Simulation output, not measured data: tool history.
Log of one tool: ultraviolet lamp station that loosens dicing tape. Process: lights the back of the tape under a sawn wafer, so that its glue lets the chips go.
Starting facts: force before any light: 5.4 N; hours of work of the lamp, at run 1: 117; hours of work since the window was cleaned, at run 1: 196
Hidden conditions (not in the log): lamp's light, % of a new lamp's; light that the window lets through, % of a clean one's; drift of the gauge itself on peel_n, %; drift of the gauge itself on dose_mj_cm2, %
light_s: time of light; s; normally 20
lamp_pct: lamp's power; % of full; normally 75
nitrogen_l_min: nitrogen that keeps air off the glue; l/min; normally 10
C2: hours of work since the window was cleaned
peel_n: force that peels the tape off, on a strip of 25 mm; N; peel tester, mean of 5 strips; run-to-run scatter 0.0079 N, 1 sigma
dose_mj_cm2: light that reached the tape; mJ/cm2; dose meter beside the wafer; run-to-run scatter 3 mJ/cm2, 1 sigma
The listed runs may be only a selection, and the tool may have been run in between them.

Run 1, hour 0.0: usual settings; hours of work of the lamp 117; C2 196. Result: peel_n 0.333 N, dose_mj_cm2 411 mJ/cm2.
Run 2, hour 10.2: usual settings; hours of work of the lamp 124; C2 203. Result: peel_n 0.338 N, dose_mj_cm2 411 mJ/cm2.
Run 3, hour 20.6: usual settings; hours of work of the lamp 131; C2 209. Result: peel_n 0.350 N, dose_mj_cm2 403 mJ/cm2.
Run 4, hour 30.4: usual settings; hours of work of the lamp 137; C2 216. Result: peel_n 0.355 N, dose_mj_cm2 409 mJ/cm2.
Run 5, hour 42.8: usual settings; hours of work of the lamp 145; C2 223. Result: peel_n 0.340 N, dose_mj_cm2 406 mJ/cm2.
Run 6, hour 51.1: usual settings; hours of work of the lamp 150; C2 229. Result: peel_n 0.341 N, dose_mj_cm2 402 mJ/cm2.
Run 7, hour 60.5: usual settings; hours of work of the lamp 156; C2 235. Result: peel_n 0.335 N, dose_mj_cm2 400 mJ/cm2.
Run 8, hour 70.0: usual settings; hours of work of the lamp 162; C2 241. Result: peel_n 0.334 N, dose_mj_cm2 401 mJ/cm2.
Run 9, hour 76.6: usual settings; hours of work of the lamp 166; C2 245. Result: peel_n 0.344 N, dose_mj_cm2 399 mJ/cm2.
Run 10, hour 85.5: usual settings but light_s 19 s; hours of work of the lamp 172; C2 251. Result: peel_n 0.396 N, dose_mj_cm2 380 mJ/cm2.
Run 11, hour 94.2: usual settings but light_s 17 s, lamp_pct 89 % of full, nitrogen_l_min 7 l/min; hours of work of the lamp 178; C2 256. Result: peel_n 0.381 N, dose_mj_cm2 402 mJ/cm2.
Run 12, hour 99.5: usual settings but light_s 17 s, lamp_pct 89 % of full, nitrogen_l_min 7 l/min; hours of work of the lamp 181; C2 260. Result: peel_n 0.387 N, dose_mj_cm2 398 mJ/cm2.
At hour 100.9: window cleaned of glue's vapour.
Run 13, hour 106.5: usual settings but light_s 17 s, lamp_pct 89 % of full, nitrogen_l_min 7 l/min; hours of work of the lamp 185; C2 4. Result: peel_n 0.403 N, dose_mj_cm2 381 mJ/cm2.
Run 14, hour 115.9: usual settings but light_s 17 s, lamp_pct 89 % of full, nitrogen_l_min 7 l/min; hours of work of the lamp 191; C2 10. Result: peel_n 0.421 N, dose_mj_cm2 383 mJ/cm2.
At hour 128.3: window cleaned of glue's vapour, once more.
Run 15, hour 129.0: usual settings but light_s 29 s, lamp_pct 67 % of full; hours of work of the lamp 199; C2 0. Result: peel_n 0.259 N, dose_mj_cm2 534 mJ/cm2.
Run 16, hour 139.9: usual settings but light_s 29 s, lamp_pct 67 % of full; hours of work of the lamp 206; C2 7. Result: peel_n 0.268 N, dose_mj_cm2 533 mJ/cm2.
Run 17, hour 149.3: usual settings but light_s 29 s, lamp_pct 67 % of full; hours of work of the lamp 212; C2 13. Result: peel_n 0.265 N, dose_mj_cm2 531 mJ/cm2.
Run 18, hour 157.4: usual settings but light_s 29 s, lamp_pct 67 % of full; hours of work of the lamp 218; C2 19. Result: peel_n 0.263 N, dose_mj_cm2 530 mJ/cm2.

For run 19, what comes out?
Run 19, hour 165.7: usual settings but light_s 14 s, lamp_pct 78 % of full, nitrogen_l_min 3 l/min; hours of work of the lamp 223; C2 24. Result: peel_n ?, dose_mj_cm2 ?.

peel_n: 0.849 N
dose_mj_cm2: 292 mJ/cm2
Minus the tool's unlogged condition, the same run would have read peel_n 0.725 N, dose_mj_cm2 323 mJ/cm2.

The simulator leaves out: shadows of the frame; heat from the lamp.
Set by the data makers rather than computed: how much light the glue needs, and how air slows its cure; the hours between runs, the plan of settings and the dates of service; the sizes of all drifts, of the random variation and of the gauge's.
